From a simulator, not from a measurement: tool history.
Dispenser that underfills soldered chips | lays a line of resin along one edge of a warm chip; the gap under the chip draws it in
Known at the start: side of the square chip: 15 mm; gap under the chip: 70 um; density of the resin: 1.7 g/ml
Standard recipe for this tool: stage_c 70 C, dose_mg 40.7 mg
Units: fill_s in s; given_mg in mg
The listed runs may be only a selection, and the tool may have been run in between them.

run,hour,stage_c,dose_mg,fill_s,given_mg
1,0.0,70,40.7,153.7,38.62
# hour 8.6: new syringe of resin
2,9.1,70,36.6,119.1,34.59
3,13.7,70,36.6,149.3,34.83
# hour 24.0: new syringe of resin
4,24.6,70,36.6,122.0,34.24
5,32.8,70,52.3,169.2,49.00
6,37.3,70,52.3,207.9,49.02
# hour 39.4: new syringe of resin
7,47.5,70,40.7,167.7,37.51
# hour 54.5: new syringe of resin
8,55.4,63,40.7,167.8,37.51
9,63.8,63,40.7,249.5,37.56
# hour 69.9: new syringe of resin
10,73.3,70,40.7,137.1,37.33
11,80.4,70,43.1,187.8,39.28
# hour 84.9: new syringe of resin
# hour 85.9: dispensing valve cleaned and set on the balance
12,87.8,70,43.1,123.4,43.33
13,94.6,70,43.1,172.7,42.65
# hour 101.2: new syringe of resin
14,102.6,70,43.1,120.8,42.89
15,110.8,70,43.1,178.4,42.59
# hour 116.1: new syringe of resin
16,118.3,70,43.1,124.7,42.62
17,124.2,75,40.7,136.2,40.05
# hour 129.5: stage's temperature calibrated
# hour 131.9: new syringe of resin
18,132.3,75,40.7,89.3,39.69
19,139.4,55,47.8,313.6,46.79
20,145.4,55,47.8,411.2,46.44
# hour 147.4: new syringe of resin
21,153.4,80,45.3,92.2,43.94
22,159.4,64,46.9,255.8,45.43
# hour 162.7: new syringe of resin
23,166.5,73,49.9,111.4,48.07
24,175.5,75,42.2,163.3,40.70
# hour 178.3: new syringe of resin
25,186.5,75,42.2,129.7,40.28
26,191.6,75,42.2,163.4,40.26
# hour 193.5: new syringe of resin
27,197.5,61,41.9,199.3,39.88
28,202.0,73,35.8,152.2,34.17
# hour 208.5: new syringe of resin
29,208.9,66,50.8,132.1,47.93
30,219.0,66,50.8,213.4,47.49
# hour 224.1: new syringe of resin
31,224.7,70,52.0,113.1,48.43
32,230.7,70,52.0,151.3,48.77
# hour 239.0: new syringe of resin
33,241.1,70,52.0,120.9,48.24
34,245.8,70,52.0,149.6,47.93
35,252.6,70,52.0,205.5,47.88
# hour 254.4: new syringe of resin
36,259.8,82,36.9,88.8,33.64

Alternative continuations, all from the tool just after run 36; predict every row:
A,267.3,81,42.1,?,?
B,267.3,82,45.6,?,?
C,267.3,56,50.8,?,?

run,fill_s,given_mg
A,128.3,38.44
B,121.7,41.56
C,386.8,46.65
Had the tool no hidden state, the same runs would have come out as:
run,fill_s,given_mg
A,66.7,42.05
B,63.8,45.47
C,203.4,51.04
